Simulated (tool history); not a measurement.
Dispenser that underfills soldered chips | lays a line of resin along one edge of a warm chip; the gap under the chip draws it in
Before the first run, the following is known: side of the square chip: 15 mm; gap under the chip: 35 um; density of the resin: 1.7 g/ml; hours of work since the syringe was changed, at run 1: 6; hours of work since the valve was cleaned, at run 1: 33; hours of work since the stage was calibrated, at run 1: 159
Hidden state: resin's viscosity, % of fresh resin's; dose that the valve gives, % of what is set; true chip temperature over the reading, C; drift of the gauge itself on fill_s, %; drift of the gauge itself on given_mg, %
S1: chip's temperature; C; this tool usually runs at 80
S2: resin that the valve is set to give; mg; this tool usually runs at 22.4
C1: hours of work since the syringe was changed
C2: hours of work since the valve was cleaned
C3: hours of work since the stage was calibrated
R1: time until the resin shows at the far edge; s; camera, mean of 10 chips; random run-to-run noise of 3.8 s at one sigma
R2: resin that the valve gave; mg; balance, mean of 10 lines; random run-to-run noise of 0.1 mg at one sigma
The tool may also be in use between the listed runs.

run   hour  S1    S2  C1   C2   C3     R1     R2
  1      0  80  22.4   6   33  159  569.9  21.85
         2  -- new syringe of resin
  2    4.9  80  22.4   2   37  162  456.7  21.79
  3      8  80  22.4   4   39  164  512.1   21.9
  4   11.6  80  22.4   7   41  167  601.4  21.63
      12.4  -- new syringe of resin
  5   15.7  79  22.4   2   44  170  470.1  21.61
  6   20.1  79  22.4   6   47  173  578.2  21.73
      22.4  -- new syringe of resin
  7   25.8  80  19.8   2   51  177  457.7     19
  8   30.6  80  19.3   6   55  180  571.4  18.54
      32.3  -- new syringe of resin
  9   34.9  80  27.5   2   58  183  443.8  26.15
 10   37.7  80  27.5   4   60  185    508  26.23
      42.3  -- new syringe of resin
 11     43  80  27.5   1   63  189  414.2     26
 12   47.6  80  27.5   4   67  192    505  25.96
      52.2  -- new syringe of resin
 13   52.2  74  22.4   0   70  195  485.9  21.31
 14   57.8  74  22.4   4   74  199  628.1  21.04
      62.2  -- new syringe of resin
 15   63.7  80  22.6   1   78  203  424.8  21.15
 16   66.9  80  22.6   3   80  205  482.4  21.12
 17   70.8  80  20.5   6   83  208  574.9  19.14
      72.2  -- new syringe of resin
 18     76  80    22   3   86  212  468.8  20.48
 19   78.4  82  24.5   5   88  214  487.7  22.72
      82.3  -- new syringe of resin
 20   82.6  85  27.3   0   91  216  339.4  25.29
 21   87.1  82  27.4   4   94  220  443.2  25.55
 22     90  82  20.3   6   96  222  519.7  18.79
      92.4  -- new syringe of resin
 23   95.7  82  20.3   2  100  226  423.4  18.77
 24   99.1  82  21.1   5  102  228  489.6  19.24
     102.6  -- new syringe of resin
 25  103.5  73  20.4   1  105  231  525.9  18.81
 26  106.9  82  24.2   3  108  233  445.7  22.35
 27  109.6  66    27   5  110  235  841.4  24.62
     112.6  -- new syringe of resin
 28  113.8  73  24.9   1  113  238  540.2  22.74
     118.7  -- dispensing valve cleaned and set on the balance
 29  118.7  72  23.2   4    0  241  661.4   23.3
 30    123  72  28.1   7    3  244  785.1  28.04
     123.8  -- new syringe of resin
 31  127.1  80  27.2   2    6  247  450.5  27.04
 32  132.2  81  23.6   6    9  250    542  23.41
     133.8  -- new syringe of resin
 33  137.3  88  27.4   3   13  254  356.5  27.02
 34  141.4  88  27.4   5   16  257  425.7  27.06
     143.6  -- new syringe of resin
 35    147  88  27.4   2   20  261  354.8  27.14

Alternative continuations, all from the tool just after run 35; predict every row:
  A  152.4  88  26.9   6  24  265   ?   ?
  B  152.4  79  23.5   6  24  265   ?   ?
  C  152.4  70  27.2   6  24  265   ?   ?

run     R1     R2
  A  445.7   26.4
  B  599.8  23.05
  C  809.1  26.69
The same runs, with their run-to-run variation unchanged, on a tool lacking any hidden condition would have given:
run     R1     R2
  A  289.1  26.89
  B  387.5  23.48
  C  521.3  27.19
